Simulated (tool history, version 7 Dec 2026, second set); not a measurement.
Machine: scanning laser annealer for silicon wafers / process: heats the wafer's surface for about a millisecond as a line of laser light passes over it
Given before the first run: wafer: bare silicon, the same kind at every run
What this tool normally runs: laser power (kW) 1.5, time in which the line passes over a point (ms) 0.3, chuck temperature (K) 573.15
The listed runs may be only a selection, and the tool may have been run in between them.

run	hour	laser power (kW)	time in which the line passes over a point (ms)	chuck temperature (K)	highest temperature of the surface (K)
1	0	1.5	0.3	573.15	1332.15
2	14.9	1.5	0.3	573.15	1332.15
3	44.2	1.5	0.221	573.15	1234.15
4	64	1.5	0.233	573.15	1249.15
5	86.1	1.5	0.233	573.15	1245.15
# hour 92.6: optics aligned, line set to its width
6	109.3	1.5	0.302	573.15	1329.15
7	129.6	1.461	0.26	542.15	1227.15
8	160.3	1.565	0.3	573.15	1362.15
9	185.5	1.581	0.265	568.15	1321.15
# hour 203.6: optics aligned, line set to its width, once more
10	206.1	1.576	0.248	567.15	1298.15
11	219.6	1.576	0.248	567.15	1297.15

Measured minus without-hidden-state, run by run (identical run-to-run variation in each term; gauge scatter may differ):
Hidden state present: light that passes the window, % of a clean one's; laser's true power over the reading, %; width of the line over the set one, %; drift of the gauge itself on peak_c, C.
run	highest temperature of the surface (K)
1	-17
2	-18
3	-17
4	-18
5	-18
6	-22
7	-21
8	-25
9	-25
10	-22
11	-22

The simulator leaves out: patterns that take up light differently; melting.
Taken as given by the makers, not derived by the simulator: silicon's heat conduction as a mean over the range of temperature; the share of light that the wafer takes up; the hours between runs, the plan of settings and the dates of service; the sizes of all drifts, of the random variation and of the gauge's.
